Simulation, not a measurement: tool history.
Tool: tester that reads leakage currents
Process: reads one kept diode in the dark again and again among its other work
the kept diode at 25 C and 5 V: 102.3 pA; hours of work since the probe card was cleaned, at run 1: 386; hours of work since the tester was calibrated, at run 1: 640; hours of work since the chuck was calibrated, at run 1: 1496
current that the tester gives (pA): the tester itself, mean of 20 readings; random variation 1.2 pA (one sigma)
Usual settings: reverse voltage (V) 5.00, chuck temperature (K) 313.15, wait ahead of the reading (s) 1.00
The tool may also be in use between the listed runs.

run	day	reverse voltage (V)	chuck temperature (K)	wait ahead of the reading (s)	hours of work since the probe card was cleaned	hours of work since the tester was calibrated	hours of work since the chuck was calibrated	current that the tester gives (pA)
1	0.000	5.00	313.15	1.00	386	640	1496	442.06
2	3.525	5.00	313.15	1.00	432	686	1543	443.39
3	7.421	5.00	295.15	1.00	484	737	1594	89.56
4	9.200	5.00	313.15	7.31	507	760	1617	447.29
5	11.542	5.00	313.15	1.00	538	791	1648	447.19
6	13.858	5.00	313.15	1.00	568	821	1678	449.50
7	15.721	5.00	313.15	1.00	592	846	1702	447.28
# day 16.067: chuck's temperature calibrated
8	18.900	5.00	313.15	1.00	633	886	37	476.65
9	21.858	5.00	313.15	1.00	672	925	76	480.73
# day 24.421: chuck's temperature calibrated, once more
10	24.421	5.00	313.15	1.00	704	958	0	410.92
11	26.679	5.00	313.15	1.00	734	987	30	412.57
12	28.496	13.08	313.15	0.38	758	1011	53	598.84
13	32.275	4.45	325.15	2.34	807	1061	103	1072.59
14	35.071	4.45	325.15	2.34	844	1097	140	1076.58

5 ways to go on from here, each from the tool as it stands after run 14. What would each give?
A	36.754	11.02	317.15	1.00	866	1119	162	?
B	36.754	6.31	313.15	1.00	866	1119	162	?
C	36.754	13.02	325.15	0.36	866	1119	162	?
D	36.754	7.17	294.15	5.28	866	1119	162	?
E	36.754	5.42	313.15	1.00	866	1119	162	?

run	current that the tester gives (pA)
A	783.78
B	453.49
C	1606.17
D	89.93
E	429.04
Without the tool's hidden state the same runs would have given:
run	current that the tester gives (pA)
A	760.85
B	440.21
C	1572.05
D	79.71
E	417.16
